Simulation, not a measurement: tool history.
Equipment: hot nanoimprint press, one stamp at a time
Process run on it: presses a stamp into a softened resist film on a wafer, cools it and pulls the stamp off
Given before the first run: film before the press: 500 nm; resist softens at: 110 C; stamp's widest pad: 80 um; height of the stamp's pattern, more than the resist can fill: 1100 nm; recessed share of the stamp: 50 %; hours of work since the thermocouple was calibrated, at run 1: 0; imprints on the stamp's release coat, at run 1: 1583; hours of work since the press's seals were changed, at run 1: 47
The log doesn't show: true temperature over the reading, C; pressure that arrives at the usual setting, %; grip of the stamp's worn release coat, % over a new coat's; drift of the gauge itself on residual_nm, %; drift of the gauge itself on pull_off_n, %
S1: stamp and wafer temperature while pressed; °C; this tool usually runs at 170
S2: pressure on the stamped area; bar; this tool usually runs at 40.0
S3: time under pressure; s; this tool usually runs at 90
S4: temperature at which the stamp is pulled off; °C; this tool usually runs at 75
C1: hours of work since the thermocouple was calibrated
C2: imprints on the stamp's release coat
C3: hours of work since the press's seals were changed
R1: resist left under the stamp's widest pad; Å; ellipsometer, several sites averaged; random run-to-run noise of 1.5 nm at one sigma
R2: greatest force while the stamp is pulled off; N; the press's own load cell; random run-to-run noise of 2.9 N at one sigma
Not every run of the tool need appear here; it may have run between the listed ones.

Run 1, hour 0.0: usual settings; C1 0; C2 1583; C3 47. Result: R1 2398 Å, R2 211 N.
Run 2, hour 36.9: usual settings; C1 23; C2 1735; C3 70. Result: R1 2429 Å, R2 216 N.
Run 3, hour 56.5: usual settings; C1 35; C2 1817; C3 82. Result: R1 2408 Å, R2 231 N.
Run 4, hour 101.1: usual settings but S1 173 °C; C1 62; C2 2001; C3 109. Result: R1 2207 Å, R2 229 N.
At hour 130.4: stamp cleaned and given a new release coat.
Run 5, hour 137.7: usual settings but S4 62 °C; C1 81; C2 30; C3 128. Result: R1 2446 Å, R2 156 N.
Run 6, hour 157.7: usual settings but S4 62 °C; C1 94; C2 113; C3 141. Result: R1 2472 Å, R2 167 N.
Run 7, hour 200.4: usual settings but S4 62 °C; C1 120; C2 290; C3 167. Result: R1 2481 Å, R2 174 N.
Run 8, hour 222.1: usual settings but S4 62 °C; C1 133; C2 379; C3 180. Result: R1 2454 Å, R2 179 N.
Run 9, hour 248.2: usual settings but S4 62 °C; C1 149; C2 487; C3 196. Result: R1 2473 Å, R2 185 N.
Run 10, hour 290.1: usual settings but S4 62 °C; C1 175; C2 661; C3 222. Result: R1 2464 Å, R2 195 N.
Run 11, hour 325.2: usual settings but S4 62 °C; C1 197; C2 806; C3 244. Result: R1 2474 Å, R2 196 N.
Run 12, hour 343.6: usual settings; C1 208; C2 882; C3 255. Result: R1 2518 Å, R2 174 N.
Run 13, hour 387.8: usual settings; C1 236; C2 1065; C3 283. Result: R1 2487 Å, R2 189 N.
At hour 429.8: plate thermocouple calibrated.
Run 14, hour 434.9: usual settings but S3 159 s; C1 3; C2 1248; C3 310. Result: R1 2071 Å, R2 192 N.
Run 15, hour 470.2: usual settings but S4 60 °C; C1 25; C2 1394; C3 332. Result: R1 2545 Å, R2 250 N.
Run 16, hour 502.4: usual settings but S4 60 °C; C1 45; C2 1528; C3 351. Result: R1 2535 Å, R2 250 N.
Run 17, hour 537.6: usual settings but S4 60 °C; C1 67; C2 1673; C3 373. Result: R1 2545 Å, R2 239 N.
Run 18, hour 572.6: usual settings but S1 171 °C, S2 28.8 bar, S3 72 s, S4 80 °C; C1 88; C2 1818; C3 395. Result: R1 3075 Å, R2 204 N.
Run 19, hour 613.3: usual settings but S1 171 °C, S2 34.0 bar, S3 72 s, S4 79 °C; C1 113; C2 1986; C3 420. Result: R1 2868 Å, R2 220 N.
At hour 618.9: plate thermocouple calibrated, once more.
At hour 648.4: stamp cleaned and given a new release coat.
Run 20, hour 654.8: usual settings but S1 178 °C, S2 28.9 bar, S3 47 s, S4 67 °C; C1 18; C2 26; C3 440. Result: R1 2793 Å, R2 152 N.
Run 21, hour 681.4: usual settings but S2 33.2 bar, S4 62 °C; C1 35; C2 136; C3 456. Result: R1 2703 Å, R2 167 N.
Run 22, hour 699.6: usual settings but S2 33.2 bar, S4 62 °C; C1 46; C2 212; C3 468. Result: R1 2714 Å, R2 164 N.
Run 23, hour 721.9: usual settings but S2 48.0 bar, S4 73 °C; C1 60; C2 304; C3 481. Result: R1 2269 Å, R2 156 N.
Run 24, hour 761.0: usual settings but S1 174 °C, S3 69 s, S4 67 °C; C1 84; C2 466; C3 505. Result: R1 2439 Å, R2 180 N.
Run 25, hour 791.8: usual settings but S1 169 °C, S2 61.0 bar; C1 103; C2 593; C3 524. Result: R1 2092 Å, R2 168 N.
Run 26, hour 814.7: usual settings but S1 181 °C, S2 54.2 bar; C1 117; C2 688; C3 538. Result: R1 1511 Å, R2 165 N.
Run 27, hour 837.5: usual settings but S1 181 °C, S2 54.2 bar; C1 131; C2 783; C3 553. Result: R1 1535 Å, R2 172 N.
Run 28, hour 857.4: usual settings but S3 61 s, S4 68 °C; C1 143; C2 865; C3 565. Result: R1 2806 Å, R2 190 N.
Run 29, hour 897.9: usual settings but S1 180 °C, S3 169 s; C1 168; C2 1033; C3 590. Result: R1 1447 Å, R2 186 N.

How would selected steps in R1 from run to run divide? Give the signed amount a tool lacking its hidden state would still show from settings, what came in and random variation, and the signed amount left for the hidden state, including any gauge scatter that is not in both of the compared results.
Run 19 -> 20: S1 171 -> 178, S2 34.0 -> 28.9, S3 72 -> 47, S4 79 -> 67, plate thermocouple calibrated, once more, stamp cleaned and given a new release coat. R1 -75 Å: hidden state -119, all else +44.
Run 27 -> 28: S1 181 -> 170, S2 54.2 -> 40.0, S3 90 -> 61, S4 75 -> 68. R1 +1271 Å: hidden state +28, all else +1243.
Run 28 -> 29: S1 170 -> 180, S3 61 -> 169, S4 68 -> 75. R1 -1359 Å: hidden state -36, all else -1323.

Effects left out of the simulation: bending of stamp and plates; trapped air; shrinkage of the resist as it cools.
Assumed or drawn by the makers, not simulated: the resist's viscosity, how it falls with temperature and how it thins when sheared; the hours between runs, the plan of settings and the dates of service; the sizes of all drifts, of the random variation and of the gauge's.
